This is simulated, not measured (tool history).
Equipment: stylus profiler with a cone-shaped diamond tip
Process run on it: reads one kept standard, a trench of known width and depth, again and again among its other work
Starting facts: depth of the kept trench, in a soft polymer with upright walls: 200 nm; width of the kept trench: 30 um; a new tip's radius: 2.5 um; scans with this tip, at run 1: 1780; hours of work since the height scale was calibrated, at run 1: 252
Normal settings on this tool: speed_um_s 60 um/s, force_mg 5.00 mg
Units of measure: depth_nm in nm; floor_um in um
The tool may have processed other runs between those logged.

run,day,speed_um_s,force_mg,scans with this tip,hours of work since the height scale was calibrated,depth_nm,floor_um
1,0.000,60,5.00,1780,252,203.49,27.66
2,1.908,60,5.00,1984,280,203.45,27.67
3,5.800,60,1.76,2398,339,201.89,27.54
4,9.208,60,1.76,2761,390,201.90,27.50
5,12.638,60,1.76,3126,442,201.96,27.45
6,16.483,177,5.00,3536,500,203.71,27.23
7,20.033,60,6.89,3913,553,204.38,27.56
8,22.138,60,6.66,4137,585,204.37,27.57
9,25.800,60,5.14,4527,640,203.82,27.60
10,28.375,60,5.14,4802,679,203.84,27.51
11,31.275,60,5.00,5110,722,203.89,27.49
12,33.371,60,5.64,5333,754,204.15,27.45
13,35.392,60,1.88,5548,784,202.38,27.29
14,37.100,60,1.88,5730,810,202.16,27.30
15,38.846,111,1.88,5916,836,202.39,27.07
16,41.842,64,1.88,6235,881,202.31,27.26
# day 44.579: height scale calibrated on a step standard
17,45.708,64,1.88,6645,17,201.80,27.27
18,49.833,60,8.29,7084,79,204.66,27.42
19,52.925,60,8.29,7413,126,204.74,27.40
20,54.862,60,8.29,7619,155,204.71,27.40
21,57.896,35,2.52,7942,200,202.26,27.37
22,61.196,16,6.39,8294,250,204.06,27.46

What does the tool deliver on the next run?
23,63.454,36,9.19,8534,284,?,?

depth_nm: 205.21 nm
floor_um: 27.38 um
Minus the tool's unlogged condition, the same run would have read depth_nm 204.92 nm, floor_um 27.93 um.

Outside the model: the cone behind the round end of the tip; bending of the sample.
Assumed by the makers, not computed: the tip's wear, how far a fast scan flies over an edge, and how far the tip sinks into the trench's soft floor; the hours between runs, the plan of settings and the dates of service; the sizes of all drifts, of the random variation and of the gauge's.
